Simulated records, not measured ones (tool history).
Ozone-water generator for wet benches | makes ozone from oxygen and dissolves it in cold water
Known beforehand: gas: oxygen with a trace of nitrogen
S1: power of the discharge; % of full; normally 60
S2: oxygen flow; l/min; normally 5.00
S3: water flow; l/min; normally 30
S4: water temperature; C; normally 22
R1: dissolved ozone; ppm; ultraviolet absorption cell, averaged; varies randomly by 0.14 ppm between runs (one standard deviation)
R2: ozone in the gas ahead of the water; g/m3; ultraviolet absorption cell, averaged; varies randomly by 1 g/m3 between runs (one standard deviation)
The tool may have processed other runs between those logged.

Run 1, day 0.000: usual settings. Result: R1 13.8 ppm, R2 158.1 g/m3.
Run 2, day 3.946: usual settings. Result: R1 13.7 ppm, R2 157.7 g/m3.
Run 3, day 6.433: usual settings. Result: R1 13.7 ppm, R2 156.8 g/m3.
Run 4, day 9.996: usual settings. Result: R1 13.5 ppm, R2 156.9 g/m3.
Run 5, day 13.292: usual settings. Result: R1 13.3 ppm, R2 156.5 g/m3.
Run 6, day 16.971: usual settings. Result: R1 13.3 ppm, R2 157.1 g/m3.
Run 7, day 19.075: usual settings. Result: R1 13.5 ppm, R2 156.0 g/m3.
Run 8, day 23.296: usual settings but S2 5.18 l/min, S4 20 C. Result: R1 13.8 ppm, R2 153.2 g/m3.
At day 23.692: contactor cleaned.
Run 9, day 25.812: usual settings but S2 5.18 l/min, S4 20 C. Result: R1 13.6 ppm, R2 151.9 g/m3.
Run 10, day 28.829: usual settings but S2 6.18 l/min, S3 19 l/min, S4 20 C. Result: R1 19.4 ppm, R2 139.8 g/m3.
Run 11, day 31.971: usual settings but S2 2.61 l/min, S3 19 l/min, S4 29 C. Result: R1 16.2 ppm, R2 211.8 g/m3.
Run 12, day 34.271: usual settings but S2 2.61 l/min, S3 19 l/min, S4 29 C. Result: R1 16.3 ppm, R2 211.7 g/m3.
Run 13, day 37.233: usual settings but S1 40 % of full, S2 4.35 l/min, S4 19 C. Result: R1 10.9 ppm, R2 136.5 g/m3.

Each row is a separate what-if for the run after 13, all from the same tool condition, not one after another. Results?
Run A, day 41.712: usual settings but S1 50 % of full, S4 29 C. Result: R1 ?, R2 ?.
Run B, day 41.712: usual settings but S2 6.39 l/min, S4 24 C. Result: R1 ?, R2 ?.
Run C, day 41.712: usual settings but S1 40 % of full, S2 8.32 l/min, S3 27 l/min, S4 17 C. Result: R1 ?, R2 ?.
Run D, day 41.712: usual settings but S3 24 l/min. Result: R1 ?, R2 ?.
Run E, day 41.712: usual settings but S1 98 % of full, S2 2.99 l/min, S3 24 l/min. Result: R1 ?, R2 ?.

run    R1     R2
  A  11.0  140.6
  B  13.0  134.4
  C  13.3   98.5
  D  15.4  152.2
  E  18.2  248.5
Without the tool's unlogged condition, the same runs would have read:
run    R1     R2
  A  12.8  155.8
  B  15.4  150.8
  C  15.2  107.6
  D  18.1  170.6
  E  22.0  287.1
